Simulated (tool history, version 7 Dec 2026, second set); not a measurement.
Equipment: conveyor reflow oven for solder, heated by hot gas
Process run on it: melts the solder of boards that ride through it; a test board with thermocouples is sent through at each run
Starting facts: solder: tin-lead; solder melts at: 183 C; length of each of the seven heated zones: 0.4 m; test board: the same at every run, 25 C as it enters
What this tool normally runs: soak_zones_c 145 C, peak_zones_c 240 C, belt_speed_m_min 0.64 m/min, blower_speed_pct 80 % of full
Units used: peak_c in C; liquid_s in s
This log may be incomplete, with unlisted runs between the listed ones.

Run 1, hour 0: usual settings. Result: peak_c 223.5 C, liquid_s 62.68 s.
Run 2, hour 17: usual settings but belt_speed_m_min 0.634 m/min. Result: peak_c 223.8 C, liquid_s 63.6 s.
Run 3, hour 34.1: usual settings but belt_speed_m_min 0.634 m/min. Result: peak_c 224.1 C, liquid_s 63.83 s.
Run 4, hour 46.9: usual settings but belt_speed_m_min 0.634 m/min. Result: peak_c 223.7 C, liquid_s 63.73 s.
Run 5, hour 57.5: usual settings. Result: peak_c 223.3 C, liquid_s 62.7 s.
At hour 64: thermocouples of zones 6 and 7 changed.
Run 6, hour 70.8: usual settings. Result: peak_c 223.8 C, liquid_s 62.82 s.
Run 7, hour 79: usual settings. Result: peak_c 223.3 C, liquid_s 62.71 s.
Run 8, hour 90: usual settings. Result: peak_c 223.6 C, liquid_s 62.98 s.
Run 9, hour 104.9: usual settings but belt_speed_m_min 0.663 m/min. Result: peak_c 222.6 C, liquid_s 60.07 s.
Run 10, hour 112.6: usual settings but belt_speed_m_min 0.663 m/min. Result: peak_c 222.6 C, liquid_s 59.66 s.
Run 11, hour 130.4: usual settings but blower_speed_pct 55 % of full. Result: peak_c 214 C, liquid_s 54.31 s.
Run 12, hour 145: usual settings. Result: peak_c 223.8 C, liquid_s 62.77 s.
Run 13, hour 163.6: usual settings. Result: peak_c 223.7 C, liquid_s 62.87 s.
Run 14, hour 176.9: usual settings. Result: peak_c 223.5 C, liquid_s 62.78 s.
Run 15, hour 187.6: usual settings but peak_zones_c 245 C, belt_speed_m_min 0.573 m/min. Result: peak_c 231.2 C, liquid_s 75.2 s.
Run 16, hour 196.2: usual settings but soak_zones_c 154 C, peak_zones_c 251 C, blower_speed_pct 61 % of full. Result: peak_c 228.2 C, liquid_s 68.51 s.
Run 17, hour 209.2: usual settings but soak_zones_c 142 C, peak_zones_c 251 C, blower_speed_pct 51 % of full. Result: peak_c 219.6 C, liquid_s 57.68 s.
Run 18, hour 223.5: usual settings but soak_zones_c 142 C, peak_zones_c 228 C, blower_speed_pct 51 % of full. Result: peak_c 201.8 C, liquid_s 39.21 s.
Run 19, hour 239.5: usual settings but soak_zones_c 140 C, peak_zones_c 254 C, belt_speed_m_min 0.68 m/min, blower_speed_pct 51 % of full. Result: peak_c 218.1 C, liquid_s 52.3 s.
Run 20, hour 256: usual settings but soak_zones_c 140 C, peak_zones_c 254 C, belt_speed_m_min 0.68 m/min, blower_speed_pct 51 % of full. Result: peak_c 218.1 C, liquid_s 52.33 s.

Run 21 is up next; what results do you expect?
Run 21, hour 264.2: usual settings but soak_zones_c 138 C, belt_speed_m_min 0.523 m/min, blower_speed_pct 75 % of full. Result: peak_c ?, liquid_s ?.

Run 21 came out at peak_c 227.1 C, liquid_s 77.25 s.
Were there no unlogged condition in the tool, this run, its random variation unchanged, would have produced peak_c 227.1 C, liquid_s 77.28 s.
